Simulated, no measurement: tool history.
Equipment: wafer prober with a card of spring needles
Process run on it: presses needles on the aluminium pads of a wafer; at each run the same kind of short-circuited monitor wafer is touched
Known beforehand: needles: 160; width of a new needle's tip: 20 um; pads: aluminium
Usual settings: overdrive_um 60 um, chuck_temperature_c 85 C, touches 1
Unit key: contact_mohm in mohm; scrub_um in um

run 1 hour=0 | overdrive_um=60 chuck_temperature_c=85 touches=1 | contact_mohm=228 scrub_um=13.74
-- hour=2.1 tips cleaned on abrasive film
-- hour=10.1 tips cleaned on abrasive film
-- hour=18.1 tips cleaned on abrasive film
-- hour=28 tips cleaned on abrasive film
-- hour=38 tips cleaned on abrasive film
-- hour=46.7 tips cleaned on abrasive film
run 2 hour=46.7 | overdrive_um=60 chuck_temperature_c=85 touches=1 | contact_mohm=180 scrub_um=13.7
-- hour=56.6 tips cleaned on abrasive film
-- hour=64.6 tips cleaned on abrasive film
-- hour=72.6 tips cleaned on abrasive film
-- hour=82.6 tips cleaned on abrasive film
-- hour=91.7 tips cleaned on abrasive film
run 3 hour=91.7 | overdrive_um=60 chuck_temperature_c=85 touches=1 | contact_mohm=187 scrub_um=13.5
-- hour=99.7 tips cleaned on abrasive film
-- hour=107.7 tips cleaned on abrasive film
-- hour=117.7 tips cleaned on abrasive film
-- hour=127.6 tips cleaned on abrasive film
-- hour=135.6 tips cleaned on abrasive film
-- hour=145.6 tips cleaned on abrasive film
run 4 hour=147.9 | overdrive_um=72 chuck_temperature_c=85 touches=1 | contact_mohm=193 scrub_um=16.19
-- hour=153.9 tips cleaned on abrasive film
-- hour=161.9 tips cleaned on abrasive film
-- hour=171.9 tips cleaned on abrasive film
-- hour=179.9 tips cleaned on abrasive film
-- hour=187.9 tips cleaned on abrasive film
run 5 hour=188.8 | overdrive_um=42 chuck_temperature_c=85 touches=1 | contact_mohm=223 scrub_um=9.17
-- hour=196.8 tips cleaned on abrasive film
-- hour=206.8 tips cleaned on abrasive film
-- hour=216.7 tips cleaned on abrasive film
-- hour=226.7 tips cleaned on abrasive film
run 6 hour=228.1 | overdrive_um=42 chuck_temperature_c=85 touches=1 | contact_mohm=235 scrub_um=8.88
-- hour=236.1 tips cleaned on abrasive film
-- hour=246.1 tips cleaned on abrasive film
-- hour=258.1 card fitted with new needles
-- hour=266.1 tips cleaned on abrasive film
-- hour=276 tips cleaned on abrasive film
run 7 hour=282 | overdrive_um=42 chuck_temperature_c=85 touches=1 | contact_mohm=237 scrub_um=9.77
-- hour=284.1 tips cleaned on abrasive film
-- hour=294.1 tips cleaned on abrasive film
-- hour=304 tips cleaned on abrasive film
-- hour=312 tips cleaned on abrasive film
-- hour=322 tips cleaned on abrasive film
-- hour=332 tips cleaned on abrasive film
run 8 hour=338.3 | overdrive_um=41 chuck_temperature_c=85 touches=1 | contact_mohm=245 scrub_um=9.05
-- hour=340.4 tips cleaned on abrasive film
-- hour=348.4 tips cleaned on abrasive film
-- hour=356.4 tips cleaned on abrasive film
-- hour=366.3 tips cleaned on abrasive film
run 9 hour=373.4 | overdrive_um=41 chuck_temperature_c=85 touches=1 | contact_mohm=252 scrub_um=9.11
-- hour=375.4 tips cleaned on abrasive film
-- hour=383.4 tips cleaned on abrasive film
-- hour=393.4 tips cleaned on abrasive film
run 10 hour=397.9 | overdrive_um=50 chuck_temperature_c=85 touches=1 | contact_mohm=215 scrub_um=11.23
-- hour=402 tips cleaned on abrasive film
-- hour=411.9 tips cleaned on abrasive film
-- hour=419.9 tips cleaned on abrasive film
-- hour=427.9 tips cleaned on abrasive film
-- hour=437.9 tips cleaned on abrasive film
run 11 hour=444 | overdrive_um=50 chuck_temperature_c=85 touches=1 | contact_mohm=225 scrub_um=11.23
-- hour=446.1 tips cleaned on abrasive film
-- hour=454.1 tips cleaned on abrasive film
-- hour=462.1 tips cleaned on abrasive film
-- hour=471.7 tips cleaned on abrasive film
run 12 hour=471.7 | overdrive_um=50 chuck_temperature_c=85 touches=1 | contact_mohm=184 scrub_um=10.99
-- hour=481.6 tips cleaned on abrasive film
-- hour=491.6 tips cleaned on abrasive film
-- hour=499.6 tips cleaned on abrasive film
run 13 hour=503.2 | overdrive_um=79 chuck_temperature_c=30 touches=2 | contact_mohm=168 scrub_um=17.72
-- hour=509.3 tips cleaned on abrasive film
-- hour=517.3 tips cleaned on abrasive film
-- hour=525.3 tips cleaned on abrasive film
-- hour=535.2 tips cleaned on abrasive film
-- hour=545.2 tips cleaned on abrasive film
-- hour=555.2 tips cleaned on abrasive film
run 14 hour=558.2 | overdrive_um=79 chuck_temperature_c=60 touches=1 | contact_mohm=176 scrub_um=17.25
-- hour=564.3 tips cleaned on abrasive film
-- hour=574.2 tips cleaned on abrasive film
-- hour=582.2 tips cleaned on abrasive film
-- hour=592.2 tips cleaned on abrasive film
run 15 hour=596.1 | overdrive_um=64 chuck_temperature_c=63 touches=2 | contact_mohm=183 scrub_um=14.06

Run 16 has not been measured yet. What should we expect?
-- hour=602.1 tips cleaned on abrasive film
-- hour=608.3 height of the first contact set anew
-- hour=610.4 tips cleaned on abrasive film
-- hour=618.4 tips cleaned on abrasive film
-- hour=628.4 tips cleaned on abrasive film
-- hour=638.3 tips cleaned on abrasive film
-- hour=646.3 tips cleaned on abrasive film
run 16 hour=647.8 | overdrive_um=76 chuck_temperature_c=63 touches=2 | contact_mohm=? scrub_um=?

{"run 16": {"contact_mohm": 169, "scrub_um": 17.3}}
Minus the tool's unlogged condition, the same run would have read contact_mohm 163 mohm, scrub_um 17.4 um.
